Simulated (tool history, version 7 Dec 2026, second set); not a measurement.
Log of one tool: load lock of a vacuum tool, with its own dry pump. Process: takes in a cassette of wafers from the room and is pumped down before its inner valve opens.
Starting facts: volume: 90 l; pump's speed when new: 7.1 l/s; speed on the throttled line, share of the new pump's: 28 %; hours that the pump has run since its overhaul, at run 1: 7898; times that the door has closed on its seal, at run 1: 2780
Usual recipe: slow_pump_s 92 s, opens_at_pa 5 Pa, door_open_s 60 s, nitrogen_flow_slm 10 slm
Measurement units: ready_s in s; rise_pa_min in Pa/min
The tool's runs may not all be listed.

run	hour	slow_pump_s	opens_at_pa	door_open_s	nitrogen_flow_slm	hours that the pump has run since its overhaul	times that the door has closed on its seal	incoming humidity of the room's air, %	ready_s	rise_pa_min
1	0	92	5	60	10	7898	2780	43.3	203.1	0.042
2	190.9	92	5	60	10	8089	3361	46.2	205.6	0.044
3	375.1	92	5	60	10	8273	3921	41.4	203.4	0.046
4	576.6	92	5	60	10	8474	4534	44	202.8	0.045
5	941.3	92	5	60	10	8839	5643	46.4	207.7	0.058
6	1332.5	92	5	60	10	9230	6833	47.5	207.6	0.057
7	1544.1	92	5	60	10	9442	7476	44.3	206	0.067
8	1735.7	92	5	60	10	9634	8059	40.7	207.2	0.065
9	2024.3	92	5	60	10	9922	8936	41.6	209.3	0.066
10	2368.2	92	5	60	10	10266	9982	44.6	209	0.076
11	2545.8	92	5	60	10	10444	10522	48.1	207.8	0.078
12	2738	92	5	60	10	10636	11107	43.1	207.6	0.084
13	2952.1	92	5	60	10	10850	11758	45.1	208.2	0.087
14	3314	92	5	60	10	11212	12859	41.6	209.2	0.089
15	3650.7	92	5	60	10	11549	13883	47	210.9	0.096
16	3855.2	92	5	60	10	11753	14505	42.7	209	0.097
17	4198.5	92	5	60	10	12096	15549	43.9	211	0.097
18	4416.5	92	5	60	10	12314	16212	42.8	212.4	0.12
19	4666.1	92	5	60	10	12564	16971	47.5	208.5	0.119
20	4840.9	92	6	60	10	12739	17502	45.8	209.6	0.117
21	5101.8	92	7	240	10	13000	18296	45.1	203.6	0.161
22	5437.2	92	7	240	10	13335	19316	45.1	208	0.166
23	5653.6	47	5	240	11	13551	19974	40.1	183.2	0.163
24	5884.2	79	6	27	34	13782	20675	46.3	201.9	0.116
25	6275.8	104	5	60	11	14174	21866	45.2	218.1	0.147
26	6652.7	104	5	60	11	14551	23013	45.1	222.1	0.151
27	6943.1	104	5	60	11	14841	23896	46.3	221.3	0.161
28	7223.7	104	5	108	43	15121	24749	42.4	222.1	0.16
29	7457.7	155	5	31	43	15355	25461	45.9	254.8	0.15
30	7761.1	92	5	60	5	15659	26383	46.6	216	0.187
31	8117.2	92	5	60	5	16015	27467	43.1	217.5	0.194
32	8409.2	92	5	60	5	16307	28354	43.3	218	0.203
33	8742.1	92	5	42	14	16640	29367	43.5	216.5	0.203
34	8905.1	92	5	42	14	16803	29863	44.6	218.7	0.201
35	9146.8	92	7	60	10	17045	30598	45.6	213.7	0.214
36	9319.5	92	7	60	10	17217	31123	46.1	211.5	0.225
37	9551.6	139	7	55	10	17449	31829	46.3	244.4	0.23

Here are 4 independent what-if runs from the current tool condition. What would each one return?
A	9909.3	81	7	55	43	17807	32917	42.4	?	?
B	9909.3	182	7	49	10	17807	32917	42.2	?	?
C	9909.3	54	6	42	10	17807	32917	45.3	?	?
D	9909.3	92	5	77	10	17807	32917	41.7	?	?

run	ready_s	rise_pa_min
A	205.2	0.227
B	272.1	0.242
C	190.7	0.247
D	219.3	0.252
The same runs, with their run-to-run variation unchanged, on a tool lacking any hidden condition would have given:
run	ready_s	rise_pa_min
A	179.8	0.022
B	253.6	0.035
C	162.6	0.038
D	193.1	0.041
